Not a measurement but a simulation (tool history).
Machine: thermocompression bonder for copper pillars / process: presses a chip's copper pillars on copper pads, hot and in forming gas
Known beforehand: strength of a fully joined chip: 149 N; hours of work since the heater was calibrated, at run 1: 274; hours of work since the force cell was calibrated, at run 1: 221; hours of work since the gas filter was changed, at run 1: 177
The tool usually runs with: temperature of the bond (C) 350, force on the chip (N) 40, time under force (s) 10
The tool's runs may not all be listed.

run	hour	temperature of the bond (C)	force on the chip (N)	time under force (s)	hours of work since the heater was calibrated	hours of work since the force cell was calibrated	hours of work since the gas filter was changed	force that shears a chip off (N)
1	0.0	350	40	10	274	221	177	97.7
2	20.7	350	40	10	287	235	191	97.4
3	41.7	360	40	10	302	249	205	101.6
4	52.4	360	40	10	309	256	213	101.3
5	71.8	360	40	10	322	269	225	100.6
6	82.9	350	40	26	329	277	233	119.5
7	97.7	350	40	26	339	287	243	119.3
8	107.7	326	40	26	346	293	250	106.4
9	124.1	326	40	14	357	304	261	91.1
10	136.4	379	40	6	365	313	269	95.0
11	156.0	379	40	6	378	326	282	96.4
12	178.1	376	40	10	393	341	297	107.0
13	199.4	376	40	10	407	355	311	106.5
14	214.0	350	43	29	417	365	321	121.3
15	232.6	350	43	29	429	377	333	122.1
16	247.7	350	43	29	440	387	343	121.3
# hour 260.5: forming gas filter changed
17	261.0	340	24	19	448	396	0	87.0
18	283.3	350	40	6	463	411	15	87.0

Alternative continuations, all from the tool just after run 18; predict every row:
A	303.8	350	40	21	477	424	29	?
B	303.8	360	37	9	477	424	29	?
C	303.8	350	24	5	477	424	29	?

run	force that shears a chip off (N)
A	118.1
B	97.4
C	57.6
Without the tool's hidden state the same runs would have given:
run	force that shears a chip off (N)
A	118.8
B	98.0
C	57.9
